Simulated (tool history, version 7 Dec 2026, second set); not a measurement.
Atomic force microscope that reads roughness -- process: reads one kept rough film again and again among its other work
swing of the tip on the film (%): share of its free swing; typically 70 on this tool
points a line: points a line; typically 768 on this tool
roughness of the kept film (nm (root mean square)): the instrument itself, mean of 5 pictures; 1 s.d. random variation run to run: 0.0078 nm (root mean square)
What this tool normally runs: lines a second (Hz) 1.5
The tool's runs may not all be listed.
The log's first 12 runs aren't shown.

run,hour,lines a second (Hz),swing of the tip on the film (%),points a line,pictures with this tip,hours of work since the height scale was calibrated,roughness of the kept film (nm (root mean square))
13,265,1.5,70,768,259,163,1.617
14,289.4,1.5,70,768,283,174,1.606
15,316,1.5,70,768,309,185,1.587
# hour 330: new tip fitted
16,330,1.04,70,768,0,191,1.708
17,347.7,1.04,70,768,17,199,1.716
18,375.8,3.73,77,940,45,211,1.485
19,401.8,3.73,77,940,71,222,1.476
20,430.6,3.73,77,263,100,235,1.468
21,444,0.56,74,729,113,241,1.7
22,475.3,3.9,79,822,144,254,1.422
23,498.4,3.04,59,295,167,264,1.628
24,527,2.62,89,771,195,276,1.396
25,542.8,0.67,71,771,211,283,1.672
26,567.4,0.66,71,476,236,294,1.654
27,581.2,2,56,367,249,300,1.642
28,601.6,0.73,85,768,270,309,1.599
29,626.3,0.73,85,768,294,319,1.604
30,653.6,1.5,70,777,321,331,1.585
# hour 656.8: new tip fitted
31,678.8,0.69,70,994,22,342,1.714

Branching from run 31: 5 alternative next runs. What would each branch give?
A,707.3,1.96,57,994,50,354,?
B,707.3,0.69,70,435,50,354,?
C,707.3,2.81,86,434,50,354,?
D,707.3,1.35,63,266,50,354,?
E,707.3,2.87,70,994,50,354,?

run,roughness of the kept film (nm (root mean square))
A,1.699
B,1.695
C,1.438
D,1.689
E,1.583
With the hidden condition removed and each run's random variation left untouched, the same runs would have given:
run,roughness of the kept film (nm (root mean square))
A,1.721
B,1.717
C,1.457
D,1.711
E,1.604
